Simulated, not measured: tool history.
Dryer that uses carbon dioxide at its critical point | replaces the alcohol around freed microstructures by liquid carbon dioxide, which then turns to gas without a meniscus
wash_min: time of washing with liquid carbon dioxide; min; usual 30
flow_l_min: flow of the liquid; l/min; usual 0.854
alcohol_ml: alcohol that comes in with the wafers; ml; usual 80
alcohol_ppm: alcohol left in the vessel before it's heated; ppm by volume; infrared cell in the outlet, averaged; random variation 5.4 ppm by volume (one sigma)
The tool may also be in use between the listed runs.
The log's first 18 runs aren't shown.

run	hour	wash_min	flow_l_min	alcohol_ml	alcohol_ppm
19	363.4	19	0.727	94	2366
20	382.5	19	0.727	94	2523
# hour 387.2: inlet filter changed
21	404.2	36	1.096	80	52
22	426.3	36	1.096	80	60
23	438.7	36	0.730	119	220
24	451.0	36	0.730	119	229
25	463.4	36	0.730	119	224
26	477.3	35	0.730	28	100
27	491.9	30	0.854	48	142
28	507.6	38	0.854	51	80
29	528.3	38	0.854	51	72
30	551.5	30	0.602	53	502

3 ways to go on from here, each from the tool as it stands after run 30. What would each give?
A	567.3	30	1.016	80	?
B	567.3	28	1.182	94	?
C	567.3	46	1.397	53	?

run	alcohol_ppm
A	131
B	112
C	54
Without the tool's hidden state the same runs would have given:
run	alcohol_ppm
A	52
B	45
C	8

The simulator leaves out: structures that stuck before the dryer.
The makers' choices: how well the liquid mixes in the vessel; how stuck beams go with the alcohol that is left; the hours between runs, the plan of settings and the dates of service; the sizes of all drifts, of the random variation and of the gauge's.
